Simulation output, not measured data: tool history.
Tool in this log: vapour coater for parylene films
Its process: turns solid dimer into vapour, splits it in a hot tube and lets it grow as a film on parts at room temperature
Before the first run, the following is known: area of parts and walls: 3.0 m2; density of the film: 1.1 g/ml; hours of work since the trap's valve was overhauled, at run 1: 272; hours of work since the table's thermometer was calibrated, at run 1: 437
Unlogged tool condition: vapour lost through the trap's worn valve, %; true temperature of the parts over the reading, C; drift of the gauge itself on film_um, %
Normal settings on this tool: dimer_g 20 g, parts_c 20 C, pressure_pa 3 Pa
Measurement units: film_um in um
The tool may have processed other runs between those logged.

run    hour  dimer_g  parts_c  pressure_pa  hours of work since the trap's valve was overhauled  hours of work since the table's thermometer was calibrated  film_um
  1       0       20       20            3                                                  272                                                         437     4.96
  2    47.8       20       20            3                                                  311                                                         477     4.88
  3      79       19       20            3                                                  337                                                         503     4.65
  4   103.7       19       20            3                                                  358                                                         523     4.66
  5   156.6       20       20            3                                                  401                                                         567     4.92
  6   197.7       18       20            3                                                  435                                                         601     4.43
  7   257.7       20       17            3                                                  485                                                         651     5.32
  8   289.5       20       20        11.56                                                  512                                                         677     4.29
      329.2  -- trap's valve overhauled
  9   332.7       20       20        11.56                                                    3                                                         710     4.27
 10   364.7       20       20        11.56                                                   29                                                         736     4.23
 11   413.7       20       20        11.56                                                   70                                                         777     4.25
 12   460.9       20       30            3                                                  109                                                         816     3.86
 13   510.2       20       20            3                                                  150                                                         857     4.95
 14   538.3       20       20            3                                                  173                                                         880     4.94
 15   570.3       20       20            3                                                  200                                                         907     4.91
 16   599.6       20       20         4.09                                                  224                                                         931     4.79
 17   656.8       20       20         4.09                                                  272                                                         979     4.79
 18   683.1       17       20         2.37                                                  293                                                        1000     4.23
 19   722.9       20       21            3                                                  326                                                        1033      4.8
 20   768.6       20       21            3                                                  364                                                        1071     4.81
 21   813.4       15       20         3.63                                                  401                                                        1108     3.63
 22   864.2       15       20         3.63                                                  444                                                        1151     3.59
 23   896.2        9       24            3                                                  470                                                        1177     1.99
 24   944.4       10       20            3                                                  510                                                        1217     2.44
      983.3  -- trap's valve overhauled
 25   998.5       20       20         8.21                                                   13                                                        1259      4.4
 26  1045.7       19       15            3                                                   52                                                        1298     5.36
 27  1083.8       16       15         9.77                                                   83                                                        1329     3.93
 28  1122.4       16       15         9.77                                                  115                                                        1361     3.91
 29  1153.4       20       26         10.6                                                  141                                                        1387     3.74
 30  1181.3       20       26         10.6                                                  164                                                        1410      3.7
 31  1225.2        8       14         2.54                                                  201                                                        1447     2.32
 32    1266       35       14         4.33                                                  234                                                        1480     9.59
 33  1313.9       35       14         4.33                                                  274                                                        1520     9.58

A few steps of film_um between consecutive runs. Split each: what settings, incoming material and random variation would produce without the hidden state, and what is left over for the hidden state, along with gauge scatter present in only one of the two compared results (measured, and without hidden state):
Run 4 -> 5: dimer_g 19 -> 20. film_um +0.26 um: hidden state -0.01, all else +0.27.
Run 5 -> 6: dimer_g 20 -> 18. film_um -0.49 um: hidden state +0.01, all else -0.5.
Run 6 -> 7: dimer_g 18 -> 20, parts_c 20 -> 17. film_um +0.89 um: hidden state -0.01, all else +0.9.
Run 22 -> 23: dimer_g 15 -> 9, parts_c 20 -> 24, pressure_pa 3.63 -> 3. film_um -1.6 um: hidden state +0, all else -1.6.
Run 24 -> 25: dimer_g 10 -> 20, pressure_pa 3 -> 8.21, trap's valve overhauled. film_um +1.96 um: hidden state +0, all else +1.96.
Run 31 -> 32: dimer_g 8 -> 35, pressure_pa 2.54 -> 4.33. film_um +7.27 um: hidden state -0.01, all else +7.28.
